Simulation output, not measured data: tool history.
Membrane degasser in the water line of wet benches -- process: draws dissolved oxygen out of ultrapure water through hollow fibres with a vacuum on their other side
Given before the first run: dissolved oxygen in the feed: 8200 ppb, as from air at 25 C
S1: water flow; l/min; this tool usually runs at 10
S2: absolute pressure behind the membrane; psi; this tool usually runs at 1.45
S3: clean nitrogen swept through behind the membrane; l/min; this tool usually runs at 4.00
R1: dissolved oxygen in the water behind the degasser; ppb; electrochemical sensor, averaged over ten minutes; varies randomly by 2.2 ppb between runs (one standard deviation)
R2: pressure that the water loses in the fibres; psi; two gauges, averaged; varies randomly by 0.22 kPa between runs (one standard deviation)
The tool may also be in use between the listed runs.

run	hour	S1	S2	S3	R1	R2
1	0.0	10	1.45	4.00	242.9	8.016
# hour 137.4: vacuum gauge calibrated
2	137.4	10	1.45	4.00	247.1	8.060
3	314.1	10	1.45	4.00	248.5	7.979
4	537.8	11	1.45	4.00	310.6	8.818
5	727.6	11	1.45	1.91	359.1	8.901
6	841.5	11	1.45	1.91	356.1	8.905
# hour 894.4: vacuum gauge calibrated, once more
7	1001.2	10	1.45	4.00	250.5	8.045
8	1257.2	15	1.45	4.00	586.3	12.106
9	1459.2	15	1.45	4.00	579.8	12.135
10	1685.4	15	1.45	4.00	581.8	12.144
11	1888.2	15	1.45	4.00	575.5	12.130
12	2024.6	7	3.09	4.00	163.5	5.697
13	2289.5	7	3.09	4.00	158.9	5.636
14	2526.2	13	1.42	4.00	446.8	10.572
15	2709.0	11	1.45	3.33	327.2	8.985
16	2881.9	10	2.16	6.58	261.9	8.144
# hour 2898.5: seals of the vacuum lines changed
17	3123.6	10	2.16	6.58	262.5	8.171
18	3279.1	10	2.16	6.58	266.5	8.140
19	3517.2	11	0.93	4.82	297.6	9.082
20	3637.2	6	1.02	4.32	60.3	4.959
21	3794.3	10	1.45	4.00	268.6	8.190

Here are 5 independent what-if runs from the current tool condition. What would each one return?
A	4040.9	10	3.57	4.00	?	?
B	4040.9	8	2.41	4.19	?	?
C	4040.9	10	3.22	4.00	?	?
D	4040.9	10	1.45	4.95	?	?
E	4040.9	10	1.45	6.61	?	?

run	R1	R2
A	352.8	8.219
B	183.2	6.559
C	329.5	8.228
D	254.8	8.229
E	246.1	8.256
Without the tool's unlogged condition, the same runs would have read:
run	R1	R2
A	311.0	7.800
B	157.0	6.225
C	289.0	7.809
D	214.5	7.810
E	206.2	7.836
